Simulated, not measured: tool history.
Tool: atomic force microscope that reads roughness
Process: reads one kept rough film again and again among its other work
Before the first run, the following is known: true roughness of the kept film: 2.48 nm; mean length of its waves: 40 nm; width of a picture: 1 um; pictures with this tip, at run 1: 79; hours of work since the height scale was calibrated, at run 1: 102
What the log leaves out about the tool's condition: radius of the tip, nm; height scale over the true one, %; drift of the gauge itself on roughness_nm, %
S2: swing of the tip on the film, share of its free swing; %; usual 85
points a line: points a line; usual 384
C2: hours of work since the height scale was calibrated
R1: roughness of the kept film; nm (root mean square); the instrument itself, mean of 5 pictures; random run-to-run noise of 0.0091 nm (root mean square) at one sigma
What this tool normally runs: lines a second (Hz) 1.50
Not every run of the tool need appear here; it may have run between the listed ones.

run 1 hour=0.0 | lines_a_second_(Hz)=1.50 S2=85 points_a_line=384 | pictures_with_this_tip=79 C2=102 | R1=2.017
run 2 hour=4.0 | lines_a_second_(Hz)=1.50 S2=85 points_a_line=384 | pictures_with_this_tip=89 C2=104 | R1=2.003
run 3 hour=9.6 | lines_a_second_(Hz)=1.50 S2=85 points_a_line=384 | pictures_with_this_tip=103 C2=109 | R1=1.996
run 4 hour=16.0 | lines_a_second_(Hz)=1.50 S2=85 points_a_line=384 | pictures_with_this_tip=118 C2=113 | R1=1.996
run 5 hour=20.9 | lines_a_second_(Hz)=1.50 S2=85 points_a_line=384 | pictures_with_this_tip=131 C2=117 | R1=1.977
run 6 hour=29.6 | lines_a_second_(Hz)=1.50 S2=85 points_a_line=384 | pictures_with_this_tip=153 C2=123 | R1=1.990
run 7 hour=38.1 | lines_a_second_(Hz)=1.50 S2=85 points_a_line=384 | pictures_with_this_tip=174 C2=130 | R1=1.971
run 8 hour=44.8 | lines_a_second_(Hz)=1.50 S2=85 points_a_line=384 | pictures_with_this_tip=190 C2=135 | R1=1.963
run 9 hour=50.8 | lines_a_second_(Hz)=1.50 S2=85 points_a_line=384 | pictures_with_this_tip=206 C2=139 | R1=1.964
-- hour=52.1 new tip fitted
run 10 hour=56.7 | lines_a_second_(Hz)=1.50 S2=58 points_a_line=384 | pictures_with_this_tip=11 C2=143 | R1=2.294
run 11 hour=61.5 | lines_a_second_(Hz)=1.50 S2=58 points_a_line=384 | pictures_with_this_tip=23 C2=147 | R1=2.286
run 12 hour=66.9 | lines_a_second_(Hz)=1.31 S2=59 points_a_line=440 | pictures_with_this_tip=37 C2=151 | R1=2.299
run 13 hour=73.3 | lines_a_second_(Hz)=1.50 S2=87 points_a_line=384 | pictures_with_this_tip=53 C2=155 | R1=1.998
run 14 hour=77.9 | lines_a_second_(Hz)=1.50 S2=87 points_a_line=384 | pictures_with_this_tip=64 C2=159 | R1=1.987
run 15 hour=82.4 | lines_a_second_(Hz)=1.50 S2=85 points_a_line=595 | pictures_with_this_tip=75 C2=162 | R1=2.009
run 16 hour=86.4 | lines_a_second_(Hz)=1.60 S2=55 points_a_line=257 | pictures_with_this_tip=85 C2=165 | R1=2.254
run 17 hour=93.2 | lines_a_second_(Hz)=3.04 S2=81 points_a_line=587 | pictures_with_this_tip=102 C2=170 | R1=1.820
run 18 hour=98.6 | lines_a_second_(Hz)=3.04 S2=81 points_a_line=587 | pictures_with_this_tip=116 C2=174 | R1=1.815
run 19 hour=105.1 | lines_a_second_(Hz)=1.85 S2=89 points_a_line=339 | pictures_with_this_tip=132 C2=179 | R1=1.858
run 20 hour=113.4 | lines_a_second_(Hz)=2.95 S2=62 points_a_line=784 | pictures_with_this_tip=153 C2=185 | R1=2.123

Take each entry between the runs: how does the hidden state at the last listed run before it differ from the hidden state at the first listed run after it?
Runs 9 to 10: new tip fitted (hour 52.1)
  radius of the tip, nm: 13.5 -> 5.5
  the result without the hidden state subtracted from the measured one, R1: -0.105 -> -0.014 nm (root mean square)
